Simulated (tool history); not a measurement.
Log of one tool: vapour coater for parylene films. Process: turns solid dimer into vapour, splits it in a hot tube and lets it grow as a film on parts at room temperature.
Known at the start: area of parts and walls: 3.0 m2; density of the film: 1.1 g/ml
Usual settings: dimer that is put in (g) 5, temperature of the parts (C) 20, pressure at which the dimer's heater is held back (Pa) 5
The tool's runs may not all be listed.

| run | day | dimer that is put in (g) | temperature of the parts (C) | pressure at which the dimer's heater is held back (Pa) | thickness of the film (um) |
|---|---|---|---|---|---|
| 1 | 0 | 5 | 20 | 5 | 0.755 |
| 2 | 0.371 | 5 | 20 | 4.61 | 0.756 |
| 3 | 0.925 | 5 | 20 | 4.61 | 0.766 |
| 4 | 1.775 | 5 | 20 | 4.61 | 0.77 |
| 5 | 2.571 | 5 | 20 | 4.61 | 0.761 |
| 6 | 3.096 | 5 | 20 | 8.73 | 0.728 |
| 7 | 3.604 | 5 | 20 | 5 | 0.753 |
| 8 | 4.35 | 5 | 32 | 5 | 0.553 |
| 9 | 4.9 | 5 | 32 | 5 | 0.549 |
|  | 5.238 | trap's valve overhauled |
| 10 | 5.492 | 5 | 32 | 5 | 0.557 |
| 11 | 5.95 | 5 | 32 | 5 | 0.558 |
| 12 | 6.712 | 5 | 20 | 5 | 0.758 |
| 13 | 7.167 | 3 | 20 | 5 | 0.461 |
| 14 | 7.954 | 3 | 12 | 5 | 0.569 |
| 15 | 8.408 | 5 | 25 | 7.77 | 0.648 |
| 16 | 9 | 5 | 17 | 5.74 | 0.805 |
| 17 | 9.662 | 5 | 14 | 4.55 | 0.884 |
| 18 | 10.325 | 5 | 14 | 4.55 | 0.886 |
| 19 | 11.121 | 7 | 20 | 7.3 | 1.032 |
| 20 | 11.596 | 7 | 16 | 8.56 | 1.128 |
| 21 | 12.388 | 3 | 20 | 5 | 0.459 |
| 22 | 12.988 | 4 | 16 | 5 | 0.66 |
| 23 | 13.612 | 8 | 20 | 8.19 | 1.177 |
| 24 | 14.488 | 8 | 20 | 8.19 | 1.174 |

5 ways to go on from here, each from the tool as it stands after run 24. What would each give?
| A | 15.183 | 4 | 20 | 2.72 | ? |
| B | 15.183 | 8 | 24 | 8.19 | ? |
| C | 15.183 | 5 | 17 | 4.47 | ? |
| D | 15.183 | 8 | 26 | 4.19 | ? |
| E | 15.183 | 3 | 20 | 2.13 | ? |

| run | thickness of the film (um) |
|---|---|
| A | 0.628 |
| B | 1.063 |
| C | 0.818 |
| D | 1.057 |
| E | 0.482 |
Without the tool's hidden state the same runs would have given:
| run | thickness of the film (um) |
|---|---|
| A | 0.629 |
| B | 1.064 |
| C | 0.819 |
| D | 1.058 |
| E | 0.483 |
